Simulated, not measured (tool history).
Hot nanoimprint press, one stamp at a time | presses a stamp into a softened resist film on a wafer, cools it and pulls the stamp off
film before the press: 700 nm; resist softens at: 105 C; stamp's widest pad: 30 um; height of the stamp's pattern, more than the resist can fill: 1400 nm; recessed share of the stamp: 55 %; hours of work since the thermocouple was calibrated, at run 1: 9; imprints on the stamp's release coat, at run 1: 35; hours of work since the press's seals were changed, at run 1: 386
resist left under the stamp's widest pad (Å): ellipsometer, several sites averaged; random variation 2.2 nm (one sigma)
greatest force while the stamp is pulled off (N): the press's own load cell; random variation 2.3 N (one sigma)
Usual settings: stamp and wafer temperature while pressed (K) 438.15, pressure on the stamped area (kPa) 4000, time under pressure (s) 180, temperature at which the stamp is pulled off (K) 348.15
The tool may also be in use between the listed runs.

run	hour	stamp and wafer temperature while pressed (K)	pressure on the stamped area (kPa)	time under pressure (s)	temperature at which the stamp is pulled off (K)	hours of work since the thermocouple was calibrated	imprints on the stamp's release coat	hours of work since the press's seals were changed	resist left under the stamp's widest pad (Å)	greatest force while the stamp is pulled off (N)
1	0	438.15	4000	180	348.15	9	35	386	3571	146
2	25.8	438.15	4000	180	347.15	19	80	397	3585	156
3	67.8	438.15	4000	180	348.15	37	153	415	3563	146
4	101.6	438.15	4000	180	348.15	51	211	429	3576	144
5	135	438.15	4000	180	348.15	65	269	443	3637	142
6	155.1	438.15	4000	180	348.15	74	304	451	3569	144
7	189.7	438.15	4000	180	348.15	88	364	466	3611	140
8	238.1	438.15	4000	180	348.15	109	448	486	3584	149
9	258.8	438.15	4000	180	348.15	118	484	495	3599	146
10	289	438.15	4000	180	339.15	130	537	508	3571	182
11	326.6	438.15	4000	180	339.15	146	602	523	3551	182
12	348.9	438.15	4000	180	339.15	155	641	533	3610	184
13	390	438.15	4000	180	339.15	173	712	550	3620	185
14	431.7	438.15	4000	180	339.15	190	784	568	3591	179
15	469	438.15	4000	180	339.15	206	849	583	3562	180
# hour 496.1: stamp cleaned and given a new release coat
16	511.4	438.15	4000	180	348.15	221	26	599	3586	144
17	535.5	430.15	3430	142	339.15	232	68	609	5282	181
18	571.8	438.15	4720	180	338.15	247	131	624	3290	187
19	601.2	438.15	4720	180	345.15	259	182	637	3361	162
20	642.6	438.15	4720	180	345.15	277	254	654	3306	159
21	672.6	438.15	4720	180	335.15	289	306	667	3341	197
22	718.3	438.15	4720	180	335.15	309	385	686	3317	200
23	764.9	432.15	4000	180	356.15	328	466	706	4501	107
24	803	432.15	4000	180	349.15	344	532	722	4520	145
25	829.9	438.15	4000	354	348.15	356	579	733	2795	150
# hour 864.6: plate thermocouple calibrated
26	880.4	438.15	4000	354	348.15	7	662	753	2801	142
27	918.1	438.15	4000	354	348.15	23	727	769	2807	146
28	942.5	438.15	4000	337	335.15	33	769	779	2863	198
29	966.4	438.15	4000	337	335.15	43	811	789	2879	197
# hour 1014.2: stamp cleaned and given a new release coat
30	1019.6	438.15	5940	314	348.15	63	10	809	2407	148
31	1046.9	438.15	5940	314	348.15	74	57	821	2416	143

How the hidden state differs across the entries between the runs, from the last listed run before each to the first after it:
Between runs 15 and 16: stamp cleaned and given a new release coat (hour 496.1)
  true temperature over the reading, C: -0.03 -> -0.04; grip of the stamp's worn release coat, % over a new coat's: 0.3 -> 0
Between runs 25 and 26: plate thermocouple calibrated (hour 864.6)
  true temperature over the reading, C: -0.06 -> 0
Between runs 29 and 30: stamp cleaned and given a new release coat (hour 1014.2)
  grip of the stamp's worn release coat, % over a new coat's: 0.3 -> 0

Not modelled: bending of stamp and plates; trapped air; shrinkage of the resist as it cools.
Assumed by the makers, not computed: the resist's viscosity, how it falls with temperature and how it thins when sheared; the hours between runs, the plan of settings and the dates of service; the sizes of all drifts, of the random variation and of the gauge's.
